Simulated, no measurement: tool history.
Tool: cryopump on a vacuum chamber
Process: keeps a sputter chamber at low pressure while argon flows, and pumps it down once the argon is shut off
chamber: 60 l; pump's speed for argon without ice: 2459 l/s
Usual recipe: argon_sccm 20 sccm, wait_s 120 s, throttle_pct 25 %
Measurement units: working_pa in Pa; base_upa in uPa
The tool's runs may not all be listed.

Run 1, hour 0.0: usual settings. Result: working_pa 0.0574 Pa, base_upa 0.96 uPa.
Run 2, hour 15.3: usual settings. Result: working_pa 0.0578 Pa, base_upa 0.98 uPa.
Run 3, hour 35.6: usual settings. Result: working_pa 0.0579 Pa, base_upa 0.98 uPa.
Run 4, hour 50.6: usual settings. Result: working_pa 0.0583 Pa, base_upa 1.01 uPa.
Run 5, hour 66.3: usual settings. Result: working_pa 0.0587 Pa, base_upa 1.05 uPa.
Run 6, hour 79.8: usual settings. Result: working_pa 0.0584 Pa, base_upa 1.00 uPa.
Run 7, hour 96.1: usual settings. Result: working_pa 0.0588 Pa, base_upa 1.02 uPa.
Run 8, hour 108.1: usual settings. Result: working_pa 0.0595 Pa, base_upa 1.07 uPa.
Run 9, hour 122.5: usual settings. Result: working_pa 0.0596 Pa, base_upa 1.08 uPa.
At hour 136.9: leaking fittings of the chamber tightened, without venting.
Run 10, hour 142.3: usual settings but throttle_pct 44 %. Result: working_pa 0.0357 Pa, base_upa 0.34 uPa.
Run 11, hour 163.1: usual settings. Result: working_pa 0.0603 Pa, base_upa 0.33 uPa.
Run 12, hour 178.0: usual settings but throttle_pct 54 %. Result: working_pa 0.0306 Pa, base_upa 0.36 uPa.
At hour 185.3: pump warmed up, emptied and cooled again.
Run 13, hour 204.3: usual settings but throttle_pct 54 %. Result: working_pa 0.0258 Pa, base_upa 0.32 uPa.
Run 14, hour 219.6: usual settings but wait_s 125 s, throttle_pct 54 %. Result: working_pa 0.0259 Pa, base_upa 0.31 uPa.
Run 15, hour 235.8: usual settings but wait_s 125 s, throttle_pct 54 %. Result: working_pa 0.0258 Pa, base_upa 0.31 uPa.
Run 16, hour 258.4: usual settings but argon_sccm 26 sccm. Result: working_pa 0.0726 Pa, base_upa 0.35 uPa.
Run 17, hour 273.1: usual settings but argon_sccm 26 sccm. Result: working_pa 0.0725 Pa, base_upa 0.30 uPa.
Run 18, hour 299.8: usual settings but argon_sccm 26 sccm. Result: working_pa 0.0726 Pa, base_upa 0.35 uPa.
Run 19, hour 312.0: usual settings but argon_sccm 12 sccm, throttle_pct 60 %. Result: working_pa 0.0143 Pa, base_upa 0.34 uPa.
Run 20, hour 333.1: usual settings but argon_sccm 37 sccm, wait_s 253 s. Result: working_pa 0.1044 Pa, base_upa 0.30 uPa.
Run 21, hour 349.9: usual settings but argon_sccm 23 sccm, wait_s 40 s, throttle_pct 50 %. Result: working_pa 0.0336 Pa, base_upa 0.67 uPa.
Run 22, hour 361.2: usual settings but wait_s 52 s. Result: working_pa 0.0565 Pa, base_upa 0.54 uPa.
Run 23, hour 385.5: usual settings but argon_sccm 27 sccm, wait_s 102 s, throttle_pct 35 %. Result: working_pa 0.0558 Pa, base_upa 0.40 uPa.
Run 24, hour 398.3: usual settings but argon_sccm 21 sccm, wait_s 38 s, throttle_pct 54 %. Result: working_pa 0.0289 Pa, base_upa 0.66 uPa.
Run 25, hour 417.4: usual settings but argon_sccm 9 sccm, wait_s 256 s. Result: working_pa 0.0257 Pa, base_upa 0.28 uPa.
Run 26, hour 442.6: usual settings but argon_sccm 9 sccm, wait_s 256 s. Result: working_pa 0.0261 Pa, base_upa 0.29 uPa.
Run 27, hour 459.7: usual settings but argon_sccm 14 sccm, wait_s 53 s. Result: working_pa 0.0406 Pa, base_upa 0.60 uPa.
Run 28, hour 471.4: usual settings but argon_sccm 14 sccm, wait_s 53 s. Result: working_pa 0.0405 Pa, base_upa 0.56 uPa.
Run 29, hour 486.4: usual settings but wait_s 276 s. Result: working_pa 0.0583 Pa, base_upa 0.30 uPa.
Run 30, hour 506.9: usual settings but wait_s 276 s. Result: working_pa 0.0588 Pa, base_upa 0.33 uPa.
Run 31, hour 532.1: usual settings but wait_s 276 s. Result: working_pa 0.0590 Pa, base_upa 0.36 uPa.
Run 32, hour 554.7: usual settings but argon_sccm 14 sccm, wait_s 39 s, throttle_pct 20 %. Result: working_pa 0.0512 Pa, base_upa 0.77 uPa.
Run 33, hour 576.2: usual settings but argon_sccm 24 sccm, wait_s 39 s, throttle_pct 20 %. Result: working_pa 0.0871 Pa, base_upa 0.74 uPa.

Table of differences, measured result less the result of that run with no hidden state. Run-to-run variation is the same in both. Gauge scatter possibly is not:
What the log doesn't record here: pump's speed, % of a pump's without ice; cold plate's temperature, K; leak into the chamber, uPa l/s; drift of the gauge itself on working_pa, %; drift of the gauge itself on base_upa, %.
run  working_pa  base_upa
  1     +0.0027     +0.68
  2     +0.0029     +0.70
  3     +0.0032     +0.72
  4     +0.0034     +0.74
  5     +0.0036     +0.75
  6     +0.0037     +0.76
  7     +0.0040     +0.77
  8     +0.0042     +0.81
  9     +0.0044     +0.80
 10     +0.0047     +0.08
 11     +0.0050     +0.09
 12     +0.0053     +0.09
 13     +0.0002     +0.04
 14     +0.0004     +0.04
 15     +0.0005     +0.05
 16     +0.0009     +0.06
 17     +0.0011     +0.06
 18     +0.0014     +0.07
 19     +0.0008     +0.07
 20     +0.0026     +0.08
 21     +0.0018     +0.09
 22     +0.0017     +0.09
 23     +0.0027     +0.09
 24     +0.0022     +0.10
 25     +0.0010     +0.11
 26     +0.0012     +0.12
 27     +0.0020     +0.13
 28     +0.0021     +0.12
 29     +0.0031     +0.14
 30     +0.0034     +0.15
 31     +0.0038     +0.16
 32     +0.0029     +0.17
 33     +0.0054     +0.18
